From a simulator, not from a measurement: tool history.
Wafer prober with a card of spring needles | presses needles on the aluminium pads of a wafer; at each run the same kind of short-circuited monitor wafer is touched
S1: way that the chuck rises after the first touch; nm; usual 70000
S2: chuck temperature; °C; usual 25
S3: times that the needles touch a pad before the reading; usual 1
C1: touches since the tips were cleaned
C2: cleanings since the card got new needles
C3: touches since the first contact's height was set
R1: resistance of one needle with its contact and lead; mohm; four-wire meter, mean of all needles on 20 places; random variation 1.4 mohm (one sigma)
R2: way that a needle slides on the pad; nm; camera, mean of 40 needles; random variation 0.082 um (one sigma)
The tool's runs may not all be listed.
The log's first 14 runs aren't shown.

run,hour,S1,S2,S3,C1,C2,C3,R1,R2
# hour 657.7: tips cleaned on abrasive film
# hour 693.1: tips cleaned on abrasive film
15,709.4,70000,25,1,3139,23,166849,146,16590
# hour 732.9: tips cleaned on abrasive film
16,757.0,70000,25,1,4649,24,176021,151,16530
# hour 761.4: height of the first contact set anew
# hour 770.9: tips cleaned on abrasive film
# hour 806.0: tips cleaned on abrasive film
17,813.1,52000,85,2,1379,26,9958,156,12000
# hour 844.6: tips cleaned on abrasive film
18,873.6,52000,85,2,5616,27,21634,171,12000
# hour 882.5: tips cleaned on abrasive film
# hour 921.5: tips cleaned on abrasive film
19,925.0,52000,85,2,676,29,31516,148,12000
# hour 961.0: tips cleaned on abrasive film
20,980.3,52000,85,2,3722,30,42181,166,11820
# hour 1000.6: tips cleaned on abrasive film
# hour 1039.7: tips cleaned on abrasive film
21,1050.5,54000,25,1,2075,32,55699,156,12390
# hour 1067.8: height of the first contact set anew, once more
# hour 1079.5: tips cleaned on abrasive film
22,1109.3,52000,72,2,5768,33,8013,163,12870
# hour 1117.4: tips cleaned on abrasive film
23,1143.4,52000,72,2,5012,34,14564,164,12670
# hour 1152.9: tips cleaned on abrasive film
# hour 1187.7: tips cleaned on abrasive film
24,1188.2,71000,32,2,105,36,23195,128,17470
# hour 1222.4: tips cleaned on abrasive film
25,1222.7,71000,97,1,61,37,29829,137,17360
# hour 1257.8: tips cleaned on abrasive film
# hour 1293.0: tips cleaned on abrasive film
26,1293.0,71000,97,1,0,39,43372,137,17450
# hour 1327.3: tips cleaned on abrasive film
27,1338.3,67000,37,1,2113,40,52100,144,16320
# hour 1365.6: tips cleaned on abrasive film
28,1382.3,62000,92,1,3235,41,60588,166,15120
# hour 1404.8: tips cleaned on abrasive film
# hour 1441.3: tips cleaned on abrasive film
29,1451.5,78000,53,2,1966,43,73916,132,18800
# hour 1479.8: tips cleaned on abrasive film
30,1494.5,52000,53,2,2844,44,82197,157,12480
# hour 1515.1: tips cleaned on abrasive film
31,1528.1,83000,52,1,2500,45,88668,140,20160
# hour 1555.1: tips cleaned on abrasive film
# hour 1592.3: tips cleaned on abrasive film
32,1597.7,57000,66,2,1050,47,102078,143,13560

3 ways to go on from here, each from the tool as it stands after run 32. What would each give?
# hour 1629.0: tips cleaned on abrasive film
A,1659.9,52000,28,2,5960,48,114073,?,?
# hour 1629.0: tips cleaned on abrasive film
B,1659.9,70000,42,1,5960,48,114073,?,?
# hour 1629.0: tips cleaned on abrasive film
C,1659.9,81000,73,1,5960,48,114073,?,?

run,R1,R2
A,161,12400
B,157,16820
C,149,19830
Without the tool's hidden state the same runs would have given:
run,R1,R2
A,127,12770
B,125,17200
C,126,20210
